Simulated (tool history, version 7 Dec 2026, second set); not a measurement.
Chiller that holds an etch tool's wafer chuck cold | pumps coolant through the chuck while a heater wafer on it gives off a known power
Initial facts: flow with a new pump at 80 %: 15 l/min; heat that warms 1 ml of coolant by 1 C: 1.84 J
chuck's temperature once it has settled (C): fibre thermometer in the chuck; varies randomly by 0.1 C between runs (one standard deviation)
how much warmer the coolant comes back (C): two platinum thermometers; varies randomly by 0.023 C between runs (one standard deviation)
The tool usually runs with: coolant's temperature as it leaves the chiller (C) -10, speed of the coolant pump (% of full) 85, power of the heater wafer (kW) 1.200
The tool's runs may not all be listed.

run,hour,coolant's temperature as it leaves the chiller (C),speed of the coolant pump (% of full),power of the heater wafer (kW),chuck's temperature once it has settled (C),how much warmer the coolant comes back (C)
1,0.0,-10,85,1.200,4.3,2.46
2,41.4,-10,85,1.200,4.4,2.53
3,65.0,-10,66,1.200,8.0,3.26
4,102.4,-10,85,1.505,8.2,3.15
5,144.7,-10,85,1.505,8.3,3.13
6,167.5,-10,85,1.200,4.5,2.52
7,194.9,-10,85,1.200,4.6,2.53
8,239.3,-10,85,1.200,4.5,2.45
9,284.7,-10,85,1.200,4.7,2.49
10,314.5,-10,71,1.200,6.9,3.07
11,351.1,-10,71,1.200,7.1,3.06
12,375.1,-15,85,1.200,-0.5,2.48
13,400.9,-15,85,1.200,-0.3,2.52
14,443.3,-15,85,1.200,-0.3,2.51
15,481.2,-15,85,1.200,-0.4,2.53
# hour 489.2: coolant pump overhauled
16,517.7,-15,85,1.200,-0.2,2.57
17,539.0,-8,85,1.200,6.9,2.50
18,577.5,-12,69,0.828,0.1,2.19
19,620.2,-5,93,1.211,8.9,2.33
20,646.0,-5,93,1.211,8.8,2.34
21,677.0,-5,79,1.221,11.2,2.83
22,721.8,-5,67,1.221,13.7,3.39
23,761.1,-11,85,1.066,2.2,2.26
# hour 772.8: coolant pump overhauled, once more
24,802.2,-11,85,1.066,1.9,2.19
25,840.7,-11,85,1.066,1.6,2.18
26,876.6,-20,83,0.817,-10.4,1.70
27,916.2,-20,83,0.817,-10.2,1.70
28,940.6,-20,83,0.817,-10.4,1.68
29,972.0,-13,85,1.042,-0.4,2.13
30,1004.8,-13,64,1.677,13.4,4.68
31,1051.0,-16,77,0.982,-3.4,2.23
32,1096.6,-16,77,0.982,-3.2,2.22
33,1127.9,-2,67,1.703,24.0,4.49

Here are 3 independent what-if runs from the current tool condition. What would each one return?
A,1170.0,-10,68,0.926,?,?
B,1170.0,-10,80,0.616,?,?
C,1170.0,-20,85,1.200,?,?

run,chuck's temperature once it has settled (C),how much warmer the coolant comes back (C)
A,3.6,2.43
B,-2.6,1.34
C,-5.3,2.43
Without the tool's hidden state the same runs would have given:
run,chuck's temperature once it has settled (C),how much warmer the coolant comes back (C)
A,2.4,2.42
B,-3.0,1.34
C,-6.7,2.43

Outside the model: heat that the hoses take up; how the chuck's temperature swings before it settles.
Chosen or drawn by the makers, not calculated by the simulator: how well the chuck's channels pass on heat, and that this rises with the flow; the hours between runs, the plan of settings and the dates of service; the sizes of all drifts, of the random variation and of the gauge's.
